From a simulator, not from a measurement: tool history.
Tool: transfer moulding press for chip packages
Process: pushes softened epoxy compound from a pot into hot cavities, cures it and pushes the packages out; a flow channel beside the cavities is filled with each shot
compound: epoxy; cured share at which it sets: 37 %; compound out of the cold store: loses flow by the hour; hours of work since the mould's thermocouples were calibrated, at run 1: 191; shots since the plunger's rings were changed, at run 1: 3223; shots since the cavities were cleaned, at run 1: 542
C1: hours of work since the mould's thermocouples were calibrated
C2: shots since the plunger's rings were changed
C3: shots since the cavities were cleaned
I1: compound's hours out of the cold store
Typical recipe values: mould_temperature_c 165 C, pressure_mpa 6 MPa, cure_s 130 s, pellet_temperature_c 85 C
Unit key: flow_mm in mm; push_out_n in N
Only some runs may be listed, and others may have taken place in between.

run 1 hour=0 | mould_temperature_c=165 pressure_mpa=6 cure_s=130 pellet_temperature_c=85 | C1=191 C2=3223 C3=542 | I1=39.2 | flow_mm=587 push_out_n=578
-- hour=8 cavities cleaned with cleaning compound and waxed
run 2 hour=20.6 | mould_temperature_c=165 pressure_mpa=6 cure_s=130 pellet_temperature_c=85 | C1=205 C2=3422 C3=131 | I1=13.2 | flow_mm=645 push_out_n=699
run 3 hour=31.2 | mould_temperature_c=165 pressure_mpa=6 cure_s=130 pellet_temperature_c=85 | C1=213 C2=3532 C3=241 | I1=8.4 | flow_mm=659 push_out_n=689
-- hour=39 cavities cleaned with cleaning compound and waxed, once more
run 4 hour=51.1 | mould_temperature_c=165 pressure_mpa=6 cure_s=130 pellet_temperature_c=85 | C1=227 C2=3724 C3=126 | I1=18.5 | flow_mm=631 push_out_n=494
run 5 hour=66.2 | mould_temperature_c=168 pressure_mpa=6 cure_s=130 pellet_temperature_c=85 | C1=238 C2=3881 C3=283 | I1=12.6 | flow_mm=643 push_out_n=536
run 6 hour=84.8 | mould_temperature_c=168 pressure_mpa=6 cure_s=130 pellet_temperature_c=85 | C1=252 C2=4074 C3=476 | I1=12 | flow_mm=639 push_out_n=545
-- hour=98.7 cavities cleaned with cleaning compound and waxed
run 7 hour=103.5 | mould_temperature_c=168 pressure_mpa=6 cure_s=130 pellet_temperature_c=85 | C1=265 C2=4253 C3=50 | I1=46.6 | flow_mm=554 push_out_n=433
run 8 hour=115.4 | mould_temperature_c=165 pressure_mpa=6 cure_s=130 pellet_temperature_c=85 | C1=274 C2=4377 C3=174 | I1=9.9 | flow_mm=648 push_out_n=515
run 9 hour=132.9 | mould_temperature_c=165 pressure_mpa=6 cure_s=153 pellet_temperature_c=85 | C1=288 C2=4559 C3=356 | I1=10.6 | flow_mm=651 push_out_n=533
run 10 hour=149.1 | mould_temperature_c=165 pressure_mpa=6 cure_s=153 pellet_temperature_c=85 | C1=300 C2=4728 C3=525 | I1=35.8 | flow_mm=587 push_out_n=558
-- hour=158.6 cavities cleaned with cleaning compound and waxed
run 11 hour=160 | mould_temperature_c=165 pressure_mpa=6 cure_s=153 pellet_temperature_c=85 | C1=307 C2=4826 C3=15 | I1=36.4 | flow_mm=579 push_out_n=430
run 12 hour=169.8 | mould_temperature_c=169 pressure_mpa=7.16 cure_s=160 pellet_temperature_c=85 | C1=314 C2=4928 C3=117 | I1=36.4 | flow_mm=622 push_out_n=450
run 13 hour=186.9 | mould_temperature_c=161 pressure_mpa=6.05 cure_s=156 pellet_temperature_c=76 | C1=327 C2=5105 C3=294 | I1=45 | flow_mm=573 push_out_n=544
run 14 hour=201.8 | mould_temperature_c=165 pressure_mpa=6.05 cure_s=156 pellet_temperature_c=83 | C1=339 C2=5261 C3=450 | I1=11.7 | flow_mm=645 push_out_n=534
-- hour=218.7 cavities cleaned with cleaning compound and waxed
run 15 hour=220.1 | mould_temperature_c=165 pressure_mpa=6.05 cure_s=156 pellet_temperature_c=83 | C1=351 C2=5435 C3=15 | I1=18.3 | flow_mm=623 push_out_n=424
run 16 hour=229.2 | mould_temperature_c=165 pressure_mpa=6 cure_s=155 pellet_temperature_c=93 | C1=358 C2=5531 C3=111 | I1=25.7 | flow_mm=601 push_out_n=470
run 17 hour=242.5 | mould_temperature_c=165 pressure_mpa=6 cure_s=155 pellet_temperature_c=86 | C1=368 C2=5668 C3=248 | I1=18.8 | flow_mm=619 push_out_n=493
run 18 hour=257.8 | mould_temperature_c=158 pressure_mpa=6 cure_s=135 pellet_temperature_c=85 | C1=380 C2=5828 C3=408 | I1=46.8 | flow_mm=573 push_out_n=739

5 ways to go on from here, each from the tool as it stands after run 18. What would each give?
run A hour=272.4 | mould_temperature_c=158 pressure_mpa=6 cure_s=135 pellet_temperature_c=85 | C1=391 C2=5979 C3=559 | I1=13.2 | flow_mm=? push_out_n=?
run B hour=272.4 | mould_temperature_c=165 pressure_mpa=6 cure_s=130 pellet_temperature_c=92 | C1=391 C2=5979 C3=559 | I1=32.4 | flow_mm=? push_out_n=?
run C hour=272.4 | mould_temperature_c=163 pressure_mpa=6 cure_s=126 pellet_temperature_c=85 | C1=391 C2=5979 C3=559 | I1=35.6 | flow_mm=? push_out_n=?
run D hour=272.4 | mould_temperature_c=159 pressure_mpa=6 cure_s=152 pellet_temperature_c=85 | C1=391 C2=5979 C3=559 | I1=17.9 | flow_mm=? push_out_n=?
run E hour=272.4 | mould_temperature_c=158 pressure_mpa=6 cure_s=118 pellet_temperature_c=91 | C1=391 C2=5979 C3=559 | I1=17.5 | flow_mm=? push_out_n=?

run=A flow_mm=652 push_out_n=845
run=B flow_mm=581 push_out_n=609
run=C flow_mm=580 push_out_n=667
run=D flow_mm=640 push_out_n=654
run=E flow_mm=642 push_out_n=1092
Had the tool no hidden state, the same runs would have come out as:
run=A flow_mm=690 push_out_n=574
run=B flow_mm=615 push_out_n=430
run=C flow_mm=615 push_out_n=464
run=D flow_mm=678 push_out_n=452
run=E flow_mm=680 push_out_n=734

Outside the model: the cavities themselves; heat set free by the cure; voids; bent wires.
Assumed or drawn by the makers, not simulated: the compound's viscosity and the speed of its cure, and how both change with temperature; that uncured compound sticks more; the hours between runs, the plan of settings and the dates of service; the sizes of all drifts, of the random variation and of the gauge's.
